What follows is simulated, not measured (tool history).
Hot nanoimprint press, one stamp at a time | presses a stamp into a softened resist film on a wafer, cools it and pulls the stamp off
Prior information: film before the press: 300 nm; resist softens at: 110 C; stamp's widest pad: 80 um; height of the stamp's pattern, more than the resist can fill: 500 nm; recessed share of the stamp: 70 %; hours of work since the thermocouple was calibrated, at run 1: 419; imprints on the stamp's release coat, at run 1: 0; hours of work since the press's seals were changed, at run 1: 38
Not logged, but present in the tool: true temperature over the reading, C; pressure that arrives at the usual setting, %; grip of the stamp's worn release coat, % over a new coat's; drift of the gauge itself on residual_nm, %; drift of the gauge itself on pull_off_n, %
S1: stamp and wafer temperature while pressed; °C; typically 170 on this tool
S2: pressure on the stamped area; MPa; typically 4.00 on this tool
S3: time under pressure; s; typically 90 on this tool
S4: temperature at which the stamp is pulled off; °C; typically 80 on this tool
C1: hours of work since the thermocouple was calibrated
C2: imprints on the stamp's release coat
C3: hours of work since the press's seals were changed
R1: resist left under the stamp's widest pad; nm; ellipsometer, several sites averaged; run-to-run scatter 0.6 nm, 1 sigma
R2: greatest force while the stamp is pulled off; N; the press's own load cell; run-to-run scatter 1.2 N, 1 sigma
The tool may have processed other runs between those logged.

Run 1, day 0.000: usual settings; C1 419; C2 0; C3 38. Result: R1 128.1 nm, R2 179 N.
Run 2, day 0.450: usual settings but S4 78 °C; C1 424; C2 32; C3 43. Result: R1 127.5 nm, R2 191 N.
Run 3, day 0.729: usual settings but S4 78 °C; C1 427; C2 52; C3 46. Result: R1 128.4 nm, R2 191 N.
Run 4, day 1.125: usual settings but S3 136 s; C1 431; C2 80; C3 50. Result: R1 111.5 nm, R2 181 N.
Run 5, day 1.479: usual settings but S3 136 s; C1 435; C2 105; C3 54. Result: R1 110.6 nm, R2 182 N.
Run 6, day 1.738: usual settings but S3 136 s; C1 438; C2 124; C3 57. Result: R1 110.0 nm, R2 182 N.
Run 7, day 1.958: usual settings but S3 136 s; C1 440; C2 140; C3 59. Result: R1 111.5 nm, R2 181 N.
Run 8, day 2.300: usual settings; C1 444; C2 164; C3 63. Result: R1 127.5 nm, R2 182 N.
Run 9, day 2.533: usual settings; C1 446; C2 180; C3 65. Result: R1 128.2 nm, R2 182 N.
Run 10, day 2.958: usual settings but S2 4.82 MPa; C1 451; C2 211; C3 70. Result: R1 114.7 nm, R2 182 N.
Run 11, day 3.192: usual settings but S2 4.82 MPa; C1 453; C2 227; C3 72. Result: R1 114.4 nm, R2 183 N.
Run 12, day 3.404: usual settings but S2 4.82 MPa; C1 455; C2 243; C3 75. Result: R1 115.3 nm, R2 184 N.
Run 13, day 3.833: usual settings but S3 63 s; C1 460; C2 273; C3 79. Result: R1 143.2 nm, R2 185 N.
At day 4.096: plate thermocouple calibrated.
Run 14, day 4.396: usual settings but S3 45 s; C1 3; C2 304; C3 84. Result: R1 172.8 nm, R2 197 N.
Run 15, day 4.712: usual settings but S3 58 s; C1 7; C2 327; C3 87. Result: R1 161.4 nm, R2 198 N.
Run 16, day 4.996: usual settings but S3 58 s; C1 10; C2 347; C3 90. Result: R1 161.8 nm, R2 198 N.

Estimate the outcome of run 17 from the log above:
Run 17, day 5.396: usual settings but S2 5.59 MPa, S3 58 s, S4 82 °C; C1 14; C2 376; C3 95. Result: R1 ?, R2 ?.

{"run 17": {"R1": 135.2, "R2": 185}}
With the hidden condition absent and the run-to-run variation left alone, this run would have shown R1 133.4 nm, R2 176 N.
